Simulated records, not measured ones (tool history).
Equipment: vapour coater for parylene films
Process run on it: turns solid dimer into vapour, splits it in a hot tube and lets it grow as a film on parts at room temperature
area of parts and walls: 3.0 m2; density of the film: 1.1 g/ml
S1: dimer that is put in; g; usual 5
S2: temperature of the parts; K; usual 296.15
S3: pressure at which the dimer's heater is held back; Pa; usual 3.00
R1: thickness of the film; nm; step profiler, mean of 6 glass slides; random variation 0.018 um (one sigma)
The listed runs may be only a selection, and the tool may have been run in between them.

run   hour  S1      S2     S3    R1
  1    0.0   5  296.15   3.00  1110
  2   14.0   5  300.15   3.00   950
  3   37.0   5  296.15   2.42  1110
  4   68.0   4  296.15   3.00   850
  5   87.2   5  296.15   5.14  1000
  6  118.0   5  296.15   5.14   980
  7  135.3   5  296.15   9.13   820
  8  155.0   5  296.15   9.13   850
  9  182.1   6  296.15   3.00  1260
 10  205.5   9  296.15  11.94  1420
 11  229.3   3  288.15   3.01   840
 12  248.6   3  288.15   3.01   840
     252.3  -- table's thermometer calibrated
 13  272.4   3  288.15   3.01   860
 14  293.0   2  304.15   2.09   320
     323.6  -- trap's valve overhauled
 15  327.8   2  304.15   2.09   340
 16  356.0   3  296.15   4.02   640
 17  372.7   3  296.15   4.02   640
 18  400.2   3  307.15   6.87   330

Here are 4 independent what-if runs from the current tool condition. What would each one return?
     412.4  -- table's thermometer calibrated, once more
  A  420.8   5  298.15  2.30   ?
     412.4  -- table's thermometer calibrated, once more
  B  420.8   4  307.15  5.37   ?
     412.4  -- table's thermometer calibrated, once more
  C  420.8   4  296.15  9.66   ?
     412.4  -- table's thermometer calibrated, once more
  D  420.8   3  307.15  6.87   ?

run    R1
  A  1120
  B   530
  C   710
  D   340
Stripped of hidden state, with their random variation kept, the same runs would have yielded:
run    R1
  A  1130
  B   530
  C   720
  D   340

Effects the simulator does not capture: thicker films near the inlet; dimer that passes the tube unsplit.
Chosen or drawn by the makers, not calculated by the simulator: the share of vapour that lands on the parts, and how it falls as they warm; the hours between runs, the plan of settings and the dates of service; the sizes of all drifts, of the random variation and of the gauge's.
